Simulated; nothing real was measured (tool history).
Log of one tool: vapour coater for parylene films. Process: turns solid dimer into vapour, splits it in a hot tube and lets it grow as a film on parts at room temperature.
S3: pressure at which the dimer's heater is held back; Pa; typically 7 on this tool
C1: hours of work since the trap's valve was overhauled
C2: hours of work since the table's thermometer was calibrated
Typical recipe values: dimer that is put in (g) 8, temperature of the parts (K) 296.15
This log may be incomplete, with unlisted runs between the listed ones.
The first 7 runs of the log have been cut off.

{"run": 8, "hour": 190.9, "dimer that is put in (g)": 6, "temperature of the parts (K)": 296.15, "S3": 7, "C1": 87, "C2": 629, "thickness of the film (um)": 3.72}
{"run": 9, "hour": 221.4, "dimer that is put in (g)": 8, "temperature of the parts (K)": 296.15, "S3": 2.12, "C1": 104, "C2": 645, "thickness of the film (um)": 5.93}
{"run": 10, "hour": 252.4, "dimer that is put in (g)": 8, "temperature of the parts (K)": 296.15, "S3": 2.12, "C1": 120, "C2": 662, "thickness of the film (um)": 6}
{"run": 11, "hour": 279.5, "dimer that is put in (g)": 8, "temperature of the parts (K)": 296.15, "S3": 2.12, "C1": 135, "C2": 677, "thickness of the film (um)": 5.89}
{"run": 12, "hour": 308.8, "dimer that is put in (g)": 13, "temperature of the parts (K)": 296.15, "S3": 2.12, "C1": 151, "C2": 692, "thickness of the film (um)": 9.65}
{"run": 13, "hour": 336.7, "dimer that is put in (g)": 13, "temperature of the parts (K)": 296.15, "S3": 2.12, "C1": 166, "C2": 708, "thickness of the film (um)": 9.45}
{"run": 14, "hour": 367.4, "dimer that is put in (g)": 8, "temperature of the parts (K)": 296.15, "S3": 7, "C1": 182, "C2": 724, "thickness of the film (um)": 4.95}
{"run": 15, "hour": 384.9, "dimer that is put in (g)": 8, "temperature of the parts (K)": 296.15, "S3": 7, "C1": 192, "C2": 734, "thickness of the film (um)": 4.97}
{"run": 16, "hour": 415.9, "dimer that is put in (g)": 8, "temperature of the parts (K)": 296.15, "S3": 7, "C1": 209, "C2": 750, "thickness of the film (um)": 4.94}
{"run": 17, "hour": 448.9, "dimer that is put in (g)": 8, "temperature of the parts (K)": 296.15, "S3": 7, "C1": 226, "C2": 768, "thickness of the film (um)": 4.94}
{"run": 18, "hour": 482.1, "dimer that is put in (g)": 8, "temperature of the parts (K)": 296.15, "S3": 7, "C1": 244, "C2": 786, "thickness of the film (um)": 4.92}
{"run": 19, "hour": 510.2, "dimer that is put in (g)": 8, "temperature of the parts (K)": 296.15, "S3": 7, "C1": 259, "C2": 801, "thickness of the film (um)": 4.95}
{"run": 20, "hour": 543.3, "dimer that is put in (g)": 8, "temperature of the parts (K)": 296.15, "S3": 7, "C1": 277, "C2": 819, "thickness of the film (um)": 4.93}
{"run": 21, "hour": 569.1, "dimer that is put in (g)": 9, "temperature of the parts (K)": 296.15, "S3": 7, "C1": 291, "C2": 833, "thickness of the film (um)": 5.53}
{"run": 22, "hour": 586.9, "dimer that is put in (g)": 12, "temperature of the parts (K)": 296.15, "S3": 2.25, "C1": 301, "C2": 843, "thickness of the film (um)": 8.59}
{"run": 23, "hour": 605.1, "dimer that is put in (g)": 8, "temperature of the parts (K)": 293.15, "S3": 2.25, "C1": 311, "C2": 852, "thickness of the film (um)": 6.43}
{"run": 24, "hour": 639.4, "dimer that is put in (g)": 8, "temperature of the parts (K)": 288.15, "S3": 2.79, "C1": 329, "C2": 871, "thickness of the film (um)": 7.08}
{"run": 25, "hour": 665.4, "dimer that is put in (g)": 6, "temperature of the parts (K)": 304.15, "S3": 7, "C1": 343, "C2": 885, "thickness of the film (um)": 2.86}
{"run": 26, "hour": 694.8, "dimer that is put in (g)": 5, "temperature of the parts (K)": 308.15, "S3": 7, "C1": 359, "C2": 901, "thickness of the film (um)": 2.11}
{"run": 27, "hour": 726.9, "dimer that is put in (g)": 8, "temperature of the parts (K)": 308.15, "S3": 7, "C1": 376, "C2": 918, "thickness of the film (um)": 3.44}
{"run": 28, "hour": 755.1, "dimer that is put in (g)": 4, "temperature of the parts (K)": 290.15, "S3": 6.92, "C1": 392, "C2": 933, "thickness of the film (um)": 2.95}
{"run": 29, "hour": 785.8, "dimer that is put in (g)": 4, "temperature of the parts (K)": 296.15, "S3": 9.85, "C1": 408, "C2": 950, "thickness of the film (um)": 2.35}
{"run": 30, "hour": 802.5, "dimer that is put in (g)": 9, "temperature of the parts (K)": 296.15, "S3": 5.09, "C1": 417, "C2": 959, "thickness of the film (um)": 5.7}

The next listed run, before its measurement:
{"run": 31, "hour": 826.1, "dimer that is put in (g)": 11, "temperature of the parts (K)": 296.15, "S3": 2.47, "C1": 430, "C2": 972, "thickness of the film (um)": "?"}

Run 31 produced thickness of the film (um) 7.79.
Minus the tool's unlogged condition, the same run would have read thickness of the film (um) 8.2.

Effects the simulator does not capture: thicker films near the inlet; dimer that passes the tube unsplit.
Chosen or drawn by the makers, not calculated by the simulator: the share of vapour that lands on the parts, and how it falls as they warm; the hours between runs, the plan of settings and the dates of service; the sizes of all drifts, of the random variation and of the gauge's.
